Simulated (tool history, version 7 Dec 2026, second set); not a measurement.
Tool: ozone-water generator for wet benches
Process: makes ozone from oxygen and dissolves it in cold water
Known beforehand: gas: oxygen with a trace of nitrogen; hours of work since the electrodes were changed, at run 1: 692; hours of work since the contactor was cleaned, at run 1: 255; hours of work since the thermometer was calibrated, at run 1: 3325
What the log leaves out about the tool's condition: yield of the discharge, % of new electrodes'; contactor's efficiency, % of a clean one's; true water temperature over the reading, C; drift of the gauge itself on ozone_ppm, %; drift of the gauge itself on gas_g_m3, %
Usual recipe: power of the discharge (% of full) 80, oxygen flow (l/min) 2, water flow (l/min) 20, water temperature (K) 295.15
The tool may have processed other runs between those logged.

| run | hour | power of the discharge (% of full) | oxygen flow (l/min) | water flow (l/min) | water temperature (K) | hours of work since the electrodes were changed | hours of work since the contactor was cleaned | hours of work since the thermometer was calibrated | dissolved ozone (ppm) | ozone in the gas ahead of the water (g/m3) |
|---|---|---|---|---|---|---|---|---|---|---|
| 1 | 0 | 80 | 2 | 20 | 295.15 | 692 | 255 | 3325 | 13.8 | 234.2 |
| 2 | 24.7 | 80 | 2 | 20 | 295.15 | 714 | 277 | 3347 | 13.9 | 232.4 |
| 3 | 50.4 | 80 | 2 | 20 | 295.15 | 737 | 300 | 3370 | 13.8 | 232.1 |
| 4 | 74.4 | 80 | 2 | 20 | 296.15 | 759 | 322 | 3392 | 13.7 | 231.7 |
| 5 | 107 | 80 | 2 | 20 | 295.15 | 788 | 351 | 3421 | 13.8 | 231.1 |
| 6 | 143.1 | 80 | 2 | 20 | 295.15 | 820 | 384 | 3453 | 13.5 | 232.6 |
| 7 | 165.7 | 80 | 2 | 20 | 295.15 | 841 | 404 | 3474 | 13.6 | 231.4 |
| 8 | 193.3 | 79 | 3.5 | 17 | 295.15 | 865 | 429 | 3498 | 16.4 | 165.3 |
| 9 | 223.3 | 79 | 1.75 | 17 | 288.15 | 892 | 456 | 3525 | 16.4 | 248.1 |
| 10 | 248.2 | 80 | 1.49 | 20 | 291.15 | 915 | 478 | 3548 | 13.3 | 274.4 |
| 11 | 294.9 | 60 | 3.31 | 29 | 298.15 | 956 | 520 | 3590 | 7.6 | 133.9 |
|  | 320.1 | water thermometer calibrated |
| 12 | 346.6 | 60 | 3.31 | 27 | 297.15 | 1002 | 566 | 24 | 8.2 | 133.5 |
| 13 | 375.9 | 60 | 3.31 | 27 | 297.15 | 1029 | 592 | 50 | 8.1 | 131.8 |

What if the next run were any one of these 3? Each begins from the tool's condition after run 13:
| A | 416.4 | 68 | 3.31 | 27 | 297.15 | 1065 | 628 | 86 | ? | ? |
| B | 416.4 | 60 | 1.72 | 14 | 301.15 | 1065 | 628 | 86 | ? | ? |
| C | 416.4 | 46 | 3.31 | 14 | 297.15 | 1065 | 628 | 86 | ? | ? |

| run | dissolved ozone (ppm) | ozone in the gas ahead of the water (g/m3) |
|---|---|---|
| A | 9.1 | 146.8 |
| B | 13.8 | 194.5 |
| C | 11.7 | 107.1 |
Had the tool no hidden state, the same runs would have come out as:
| run | dissolved ozone (ppm) | ozone in the gas ahead of the water (g/m3) |
|---|---|---|
| A | 9.4 | 150.3 |
| B | 14.1 | 198.6 |
| C | 11.9 | 108.8 |
